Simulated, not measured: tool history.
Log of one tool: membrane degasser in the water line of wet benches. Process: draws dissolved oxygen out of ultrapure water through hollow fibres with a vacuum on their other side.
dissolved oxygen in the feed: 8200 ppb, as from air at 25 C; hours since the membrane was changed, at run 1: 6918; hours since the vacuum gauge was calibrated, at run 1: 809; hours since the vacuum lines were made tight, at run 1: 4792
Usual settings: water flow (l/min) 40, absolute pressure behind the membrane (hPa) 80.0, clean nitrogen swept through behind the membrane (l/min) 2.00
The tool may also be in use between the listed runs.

| run | hour | water flow (l/min) | absolute pressure behind the membrane (hPa) | clean nitrogen swept through behind the membrane (l/min) | hours since the membrane was changed | hours since the vacuum gauge was calibrated | hours since the vacuum lines were made tight | dissolved oxygen in the water behind the degasser (ppb) | pressure that the water loses in the fibres (hPa) |
|---|---|---|---|---|---|---|---|---|---|
| 1 | 0.0 | 40 | 80.0 | 2.00 | 6918 | 809 | 4792 | 230.0 | 387.5 |
| 2 | 209.0 | 40 | 80.0 | 2.00 | 7127 | 1018 | 5001 | 229.5 | 383.4 |
| 3 | 368.4 | 40 | 80.0 | 2.00 | 7286 | 1177 | 5161 | 231.5 | 380.7 |
| 4 | 536.9 | 62 | 80.0 | 2.00 | 7455 | 1346 | 5329 | 364.6 | 592.3 |
| 5 | 664.1 | 62 | 80.0 | 2.00 | 7582 | 1473 | 5456 | 364.0 | 590.3 |
| 6 | 783.6 | 62 | 80.0 | 2.00 | 7702 | 1592 | 5576 | 373.1 | 591.2 |
| 7 | 988.3 | 62 | 80.0 | 2.00 | 7906 | 1797 | 5781 | 369.2 | 588.1 |
| 8 | 1189.9 | 62 | 80.0 | 2.00 | 8108 | 1998 | 5982 | 372.2 | 586.0 |
| 9 | 1350.1 | 40 | 80.0 | 2.00 | 8268 | 2159 | 6142 | 229.5 | 374.2 |
| 10 | 1555.8 | 40 | 80.0 | 2.00 | 8474 | 2364 | 6348 | 229.3 | 375.8 |
| 11 | 1695.1 | 40 | 80.0 | 2.00 | 8613 | 2504 | 6488 | 226.8 | 375.9 |
| 12 | 1881.4 | 48 | 80.0 | 2.00 | 8799 | 2690 | 6674 | 282.4 | 448.5 |
| 13 | 1975.3 | 40 | 63.2 | 2.00 | 8893 | 2784 | 6768 | 160.8 | 371.6 |
| 14 | 2113.4 | 35 | 80.0 | 2.00 | 9031 | 2922 | 6906 | 198.3 | 327.1 |
|  | 2271.8 | gauge calibrated |
| 15 | 2306.4 | 40 | 80.0 | 1.97 | 9224 | 3115 | 7099 | 234.9 | 383.2 |
| 16 | 2487.1 | 40 | 80.0 | 1.97 | 9405 | 3296 | 7279 | 236.5 | 384.7 |
| 17 | 2668.6 | 40 | 80.0 | 2.00 | 9587 | 3477 | 7461 | 231.3 | 385.0 |
| 18 | 2803.3 | 58 | 198.5 | 1.59 | 9721 | 3612 | 7596 | 1147.1 | 554.1 |
| 19 | 2895.1 | 40 | 120.3 | 2.00 | 9813 | 3704 | 7687 | 395.8 | 378.9 |
| 20 | 3113.8 | 40 | 120.3 | 2.00 | 10032 | 3922 | 7906 | 404.7 | 381.8 |
| 21 | 3263.8 | 36 | 64.7 | 2.76 | 10182 | 4072 | 8056 | 114.3 | 342.1 |
| 22 | 3479.1 | 47 | 83.3 | 2.44 | 10397 | 4288 | 8271 | 252.8 | 445.8 |
| 23 | 3682.9 | 45 | 70.6 | 2.00 | 10601 | 4491 | 8475 | 221.9 | 422.4 |
| 24 | 3791.4 | 41 | 80.0 | 2.00 | 10709 | 4600 | 8584 | 236.1 | 385.3 |
| 25 | 3936.5 | 41 | 80.0 | 2.00 | 10854 | 4745 | 8729 | 237.5 | 385.3 |
| 26 | 4136.4 | 40 | 52.6 | 3.22 | 11054 | 4945 | 8929 | 80.3 | 375.3 |
| 27 | 4295.3 | 57 | 52.6 | 3.07 | 11213 | 5104 | 9088 | 142.1 | 532.5 |
| 28 | 4403.7 | 25 | 119.9 | 3.07 | 11322 | 5212 | 9196 | 171.2 | 235.3 |
| 29 | 4543.2 | 32 | 155.6 | 3.20 | 11461 | 5352 | 9336 | 291.9 | 299.5 |
| 30 | 4640.4 | 34 | 113.0 | 2.00 | 11558 | 5449 | 9433 | 316.9 | 319.3 |
| 31 | 4753.6 | 62 | 116.1 | 5.18 | 11672 | 5562 | 9546 | 298.1 | 577.8 |
| 32 | 4864.6 | 62 | 116.1 | 5.18 | 11783 | 5673 | 9657 | 297.4 | 575.2 |
| 33 | 4961.6 | 40 | 148.3 | 1.96 | 11880 | 5770 | 9754 | 516.2 | 374.0 |

Forecast each of these 3 alternatives for the next run:
| A | 5080.3 | 40 | 99.2 | 1.96 | 11998 | 5889 | 9873 | ? | ? |
| B | 5080.3 | 31 | 64.1 | 0.90 | 11998 | 5889 | 9873 | ? | ? |
| C | 5080.3 | 33 | 80.0 | 2.00 | 11998 | 5889 | 9873 | ? | ? |

| run | dissolved oxygen in the water behind the degasser (ppb) | pressure that the water loses in the fibres (hPa) |
|---|---|---|
| A | 316.2 | 373.1 |
| B | 233.3 | 283.9 |
| C | 192.2 | 307.4 |
Without the tool's hidden state the same runs would have given:
| run | dissolved oxygen in the water behind the degasser (ppb) | pressure that the water loses in the fibres (hPa) |
|---|---|---|
| A | 315.6 | 385.1 |
| B | 232.7 | 293.1 |
| C | 191.7 | 317.3 |
